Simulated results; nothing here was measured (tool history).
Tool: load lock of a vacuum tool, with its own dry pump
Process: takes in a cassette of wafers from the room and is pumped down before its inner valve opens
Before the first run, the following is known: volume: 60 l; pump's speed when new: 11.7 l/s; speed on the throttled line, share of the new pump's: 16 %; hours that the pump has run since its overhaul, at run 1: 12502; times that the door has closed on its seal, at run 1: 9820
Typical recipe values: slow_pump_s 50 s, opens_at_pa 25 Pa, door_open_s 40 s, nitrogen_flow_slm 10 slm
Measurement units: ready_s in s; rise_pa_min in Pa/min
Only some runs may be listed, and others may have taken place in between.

run      day  slow_pump_s  opens_at_pa  door_open_s  nitrogen_flow_slm  hours that the pump has run since its overhaul  times that the door has closed on its seal  incoming humidity of the room's air, %  ready_s  rise_pa_min
  1        0           50           25           40                 10                                           12502                                        9820                                    44.3     92.2        0.086
  2    6.867           50           25           34                 10                                           12667                                       10048                                    48.1     91.7        0.086
  3   14.558           50           25           34                 10                                           12852                                       10304                                    46.8     91.7        0.089
  4   18.133           50           25           34                 10                                           12938                                       10422                                    47.6     92.3        0.086
  5   23.521           50           25           40                 10                                           13067                                       10602                                    46.8     93.2        0.087
  6   28.967           50           25           40                 10                                           13198                                       10783                                    44.8     91.1        0.088
  7   34.471           50           25           40                 10                                           13330                                       10966                                    43.7     92.4        0.096
  8   39.046           50           25           40                 10                                           13439                                       11118                                    45.1     91.4        0.088
  9   43.842           50           25           40                 10                                           13555                                       11277                                    45.8     93.3        0.086
 10   51.304           50           25           40                 10                                           13734                                       11525                                    44.7     93.3        0.096
 11   58.438           50           25           40                 10                                           13905                                       11762                                    45.4     92.6          0.1
 12   62.296           50           25           40                 10                                           13997                                       11891                                      45     92.6        0.093
 13   65.971           50           25           40                 10                                           14086                                       12013                                    48.6       92        0.102
 14   71.662           50           25           40                 10                                           14222                                       12202                                    47.4     91.8         0.09
 15   76.854           50           25           40                  8                                           14347                                       12375                                    46.1     92.1        0.109
 16   80.842           50           25           40                  8                                           14443                                       12507                                    42.8     92.7          0.1
 17   85.912           50           25           40                  8                                           14564                                       12676                                    45.8     93.2        0.101
 18   91.608           50           25           40                  8                                           14701                                       12865                                    46.5       93        0.105
 19   95.683           26           25           31                  8                                           14799                                       13001                                    41.8     74.6        0.093
 20  103.404           55           40           97                  9                                           14984                                       13257                                    48.2     94.2        0.134
 21  109.829           40           19           40                  4                                           15138                                       13471                                    48.9     87.9        0.114
 22  115.454           50           25          128                 36                                           15273                                       13658                                      46     94.2        0.111
 23  123.162           50           25          128                 36                                           15458                                       13914                                    47.4     93.4        0.109
 24  131.046           50           25          128                  9                                           15648                                       14176                                    47.1       94        0.145
 25    138.8           85           47           31                 11                                           15834                                       14434                                    48.9    117.7        0.106
 26  144.146           50           25           99                 43                                           15962                                       14612                                    46.2     94.6        0.101
 27  150.012           50           28           99                 16                                           16103                                       14807                                    43.7     93.1        0.124
 28  155.017           35           28          102                 16                                           16223                                       14973                                      44     81.6        0.126
 29  160.921           50           25           44                  6                                           16365                                       15169                                    43.7     93.7        0.119
 30  165.575           50           24          107                 10                                           16476                                       15324                                    41.7     94.3        0.139
 31    171.6           50           24          107                  7                                           16621                                       15525                                    41.8     93.9        0.141
 32  176.125           50           29           51                  7                                           16729                                       15675                                    45.1     93.7        0.125
 33  179.646           50           29           51                  7                                           16814                                       15792                                    45.9     93.6        0.128
     182.112  -- dry pump taken out, an overhauled one fitted
 34  188.204           85           31           31                  9                                             146                                       16068                                    48.4    113.6        0.119
 35  196.038           50           25           30                 10                                             334                                       16329                                    47.4       84        0.114
 36  200.888           50           25           30                 10                                             451                                       16490                                    44.3     84.8         0.11

Consider 3 possible next runs. They are alternatives, not a sequence: every one starts from the tool as it was left by run 36. What does each give?
  A  205.025           50           25           40                 31                                             550                                       16627                                    43.2        ?            ?
  B  205.025           50           25           62                 30                                             550                                       16627                                    41.4        ?            ?
  C  205.025           50           25           93                 10                                             550                                       16627                                    43.6        ?            ?

run  ready_s  rise_pa_min
  A     84.6        0.103
  B       85        0.115
  C     84.7         0.14
Take away the tool's hidden state, keep each run's random variation, and the runs would have read:
run  ready_s  rise_pa_min
  A       85        0.031
  B     85.3        0.042
  C     85.1        0.069

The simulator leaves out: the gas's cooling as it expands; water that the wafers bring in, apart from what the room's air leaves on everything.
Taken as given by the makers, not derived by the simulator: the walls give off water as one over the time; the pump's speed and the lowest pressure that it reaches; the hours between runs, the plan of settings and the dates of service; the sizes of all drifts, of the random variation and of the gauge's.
